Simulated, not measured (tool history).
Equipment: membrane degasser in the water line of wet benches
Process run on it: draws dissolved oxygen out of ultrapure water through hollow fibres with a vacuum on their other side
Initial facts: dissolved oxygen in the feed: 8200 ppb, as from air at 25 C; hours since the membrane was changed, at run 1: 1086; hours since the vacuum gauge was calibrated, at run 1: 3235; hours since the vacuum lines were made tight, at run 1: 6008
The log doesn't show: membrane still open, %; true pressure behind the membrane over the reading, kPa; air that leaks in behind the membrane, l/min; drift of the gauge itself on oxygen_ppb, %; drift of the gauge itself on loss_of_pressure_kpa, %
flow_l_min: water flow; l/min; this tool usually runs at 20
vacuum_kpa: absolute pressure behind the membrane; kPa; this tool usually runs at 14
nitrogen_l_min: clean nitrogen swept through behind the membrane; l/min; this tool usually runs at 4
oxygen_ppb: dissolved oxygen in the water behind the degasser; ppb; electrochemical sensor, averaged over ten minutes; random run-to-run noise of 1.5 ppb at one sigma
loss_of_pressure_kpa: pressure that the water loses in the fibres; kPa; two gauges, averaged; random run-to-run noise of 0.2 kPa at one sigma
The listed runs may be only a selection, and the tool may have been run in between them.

run	day	flow_l_min	vacuum_kpa	nitrogen_l_min	hours since the membrane was changed	hours since the vacuum gauge was calibrated	hours since the vacuum lines were made tight	oxygen_ppb	loss_of_pressure_kpa
1	0	20	14	4	1086	3235	6008	156.7	47.1
2	1.971	20	14	4	1133	3282	6055	154.5	46.79
3	4.342	20	14	4	1190	3339	6112	156	46.73
4	6.233	20	14	4	1236	3384	6158	157.9	47.35
5	8.762	20	14	4	1296	3445	6218	156.1	47.14
6	10.171	20	30.5	4	1330	3479	6252	354.6	47.09
7	11.617	20	14	4	1365	3513	6287	154.8	46.86
8	13.975	20	14	4	1422	3570	6343	158.4	47.34
9	15.65	20	14	4	1462	3610	6383	150.6	47.33
10	17.308	20	8.5	5.16	1502	3650	6423	73.3	47.19
11	19.021	26	14	2.35	1543	3691	6464	321.9	60.95
12	21.1	20	20.3	3.15	1593	3741	6514	282.1	46.85
13	23.504	17	14.9	4	1650	3799	6572	139.1	40.22

Below, some changes in oxygen_ppb between adjacent runs. For each, the amount present without the hidden state too (settings, incoming material, random variation) and the amount remaining for the hidden state with gauge scatter not shared by both compared results:
Run 5 -> 6: vacuum_kpa 14 -> 30.5. oxygen_ppb +198.5 ppb: hidden state +6.9, all else +191.6.
Run 10 -> 11: flow_l_min 20 -> 26, vacuum_kpa 8.5 -> 14, nitrogen_l_min 5.16 -> 2.35. oxygen_ppb +248.6 ppb: hidden state +6.7, all else +241.9.
